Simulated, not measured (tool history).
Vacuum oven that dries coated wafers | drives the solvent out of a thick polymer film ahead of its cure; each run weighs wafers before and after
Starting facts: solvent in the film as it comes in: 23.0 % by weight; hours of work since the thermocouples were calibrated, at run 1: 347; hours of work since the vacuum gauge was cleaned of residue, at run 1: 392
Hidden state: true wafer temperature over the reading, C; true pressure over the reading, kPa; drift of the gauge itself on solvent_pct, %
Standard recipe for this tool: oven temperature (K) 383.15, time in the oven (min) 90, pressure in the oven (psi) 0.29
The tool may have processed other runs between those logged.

run,hour,oven temperature (K),time in the oven (min),pressure in the oven (psi),hours of work since the thermocouples were calibrated,hours of work since the vacuum gauge was cleaned of residue,solvent left in the film (%)
1,0,383.15,90,0.29,347,392,1.229
2,12.8,383.15,90,0.29,357,402,1.235
3,24.1,383.15,90,0.29,366,411,1.243
4,30.2,383.15,90,0.29,371,416,1.24
5,41.1,383.15,90,0.29,379,424,1.24
6,53,383.15,90,0.29,388,433,1.238
7,62.8,383.15,90,0.29,396,441,1.231
8,69.5,383.15,90,0.29,401,446,1.232
9,80.9,383.15,90,0.29,410,455,1.232
10,89.7,383.15,90,0.29,417,462,1.228
11,100.1,383.15,90,0.29,425,470,1.236
12,110.7,383.15,90,0.29,433,478,1.243
13,120.9,383.15,90,0.29,441,486,1.237
14,131.3,383.15,90,0.29,449,494,1.242
15,140.2,383.15,90,0.29,456,501,1.238
16,151.4,383.15,125,0.29,465,509,0.812
17,157.5,383.15,124,0.29,469,514,0.806
18,168.5,383.15,124,0.29,478,523,0.806
19,179.7,383.15,124,0.29,487,531,0.809
20,190.2,369.15,90,0.29,495,540,5.842
21,202,383.15,48,0.29,504,549,3.555
22,211.8,383.15,48,0.29,511,556,3.541
23,219.1,383.15,48,0.29,517,562,3.536
24,228.1,383.15,48,0.29,524,569,3.544
25,236.5,375.15,90,0.994,531,575,4.969
# hour 239.1: oven's thermocouples calibrated
26,244.4,375.15,90,0.994,4,580,4.787
27,257.4,383.15,90,0.274,14,590,1.133
28,269,383.15,90,0.274,23,599,1.131
# hour 277.8: oven's thermocouples calibrated, once more
29,283,383.15,90,0.274,4,608,1.289
30,288.5,381.15,74,0.251,8,613,2.285
31,299.4,381.15,74,0.251,17,621,2.279
32,312.3,383.15,154,0.239,27,631,0.623
33,318.7,381.15,102,0.186,32,636,1.148
34,326.6,372.15,90,0.29,38,642,4.681
35,336.1,372.15,90,0.29,45,649,4.685
36,345.2,372.15,90,0.29,52,656,4.682
37,356.8,372.15,56,0.154,61,665,7.4
38,363.5,372.15,56,0.154,66,671,7.383
39,372.6,391.15,106,0.87,73,678,1.463
40,385.1,391.15,106,0.87,83,687,1.463
41,391.9,383.15,68,0.205,88,693,1.948
42,404.3,383.15,68,0.205,98,702,1.939
43,414.2,371.15,90,0.252,106,710,5.015
44,425.2,380.15,112,0.29,114,718,1.344
45,433.5,380.15,109,0.231,121,725,1.268
46,443.5,383.15,90,0.496,128,733,1.718

For some of the steps in solvent left in the film (%) from one run to the next: how much would appear even if the tool had no hidden state, given the settings, what came in and random variation, and how much remains for the hidden state plus any gauge scatter that the measured result and the result without hidden state don't share?
Run 19 -> 20: oven temperature (K) 383.15 -> 369.15, time in the oven (min) 124 -> 90. solvent left in the film (%) +5.033: hidden state -0.352, all else +5.385.
Run 26 -> 27: oven temperature (K) 375.15 -> 383.15, pressure in the oven (psi) 0.994 -> 0.274. solvent left in the film (%) -3.654: hidden state +0.323, all else -3.977.
Run 38 -> 39: oven temperature (K) 372.15 -> 391.15, time in the oven (min) 56 -> 106, pressure in the oven (psi) 0.154 -> 0.87. solvent left in the film (%) -5.92: hidden state +0.181, all else -6.101.
Run 43 -> 44: oven temperature (K) 371.15 -> 380.15, time in the oven (min) 90 -> 112, pressure in the oven (psi) 0.252 -> 0.29. solvent left in the film (%) -3.671: hidden state +0.133, all else -3.804.
